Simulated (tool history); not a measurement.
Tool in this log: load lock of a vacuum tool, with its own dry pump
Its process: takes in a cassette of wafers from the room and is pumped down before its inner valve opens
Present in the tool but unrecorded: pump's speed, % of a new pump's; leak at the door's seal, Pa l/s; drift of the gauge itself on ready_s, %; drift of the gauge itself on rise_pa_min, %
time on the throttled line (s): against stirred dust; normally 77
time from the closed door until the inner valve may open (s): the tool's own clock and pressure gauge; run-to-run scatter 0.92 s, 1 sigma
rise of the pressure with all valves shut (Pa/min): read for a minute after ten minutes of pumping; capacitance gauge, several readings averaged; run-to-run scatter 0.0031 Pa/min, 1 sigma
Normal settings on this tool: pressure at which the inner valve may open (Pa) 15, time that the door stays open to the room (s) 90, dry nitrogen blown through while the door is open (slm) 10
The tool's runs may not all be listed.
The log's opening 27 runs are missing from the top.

run    hour  time on the throttled line (s)  pressure at which the inner valve may open (Pa)  time that the door stays open to the room (s)  dry nitrogen blown through while the door is open (slm)  hours that the pump has run since its overhaul  times that the door has closed on its seal  incoming humidity of the room's air, %  time from the closed door until the inner valve may open (s)  rise of the pressure with all valves shut (Pa/min)
 28  3696.1                             136                                               19                                             99                                                       11                                             396                                       11907                                    42.8                                                         191.4                                               0.064
 29  3808.2                             136                                               19                                            201                                                        7                                             508                                       12088                                    45.9                                                         192.1                                               0.112
 30  3961.3                              95                                               19                                             49                                                        7                                             662                                       12335                                    46.3                                                         156.2                                               0.048
 31  4057.2                              77                                               15                                             90                                                        6                                             757                                       12490                                    42.5                                                         143.8                                               0.067
 32  4258.6                              77                                               22                                             90                                                       38                                             959                                       12815                                    47.1                                                         140.8                                               0.045
 33    4363                             136                                               28                                             90                                                       24                                            1063                                       12983                                    42.5                                                         184.9                                               0.051
 34    4550                              77                                               11                                             90                                                        7                                            1250                                       13285                                    44.7                                                         149.2                                               0.066
 35  4702.5                              46                                               22                                            160                                                        7                                            1403                                       13531                                    46.2                                                         116.1                                                 0.1
 36  4903.4                             127                                               22                                             97                                                        8                                            1604                                       13856                                    48.3                                                         178.7                                                0.08

Here are 3 independent what-if runs from the current tool condition. What would each one return?
  A  5033.6                             127                                               22                                            170                                                        8                                            1734                                       14066                                    45.8                                                             ?                                                   ?
  B  5033.6                              77                                               13                                             90                                                       10                                            1734                                       14066                                    43.7                                                             ?                                                   ?
  C  5033.6                              77                                               15                                             93                                                        8                                            1734                                       14066                                    43.7                                                             ?                                                   ?

run  time from the closed door until the inner valve may open (s)  rise of the pressure with all valves shut (Pa/min)
  A                                                         182.7                                               0.103
  B                                                         146.1                                               0.064
  C                                                         145.6                                               0.063
Take away the tool's hidden state, keep each run's random variation, and the runs would have read:
run  time from the closed door until the inner valve may open (s)  rise of the pressure with all valves shut (Pa/min)
  A                                                         182.7                                               0.103
  B                                                         146.1                                               0.064
  C                                                         145.6                                               0.063
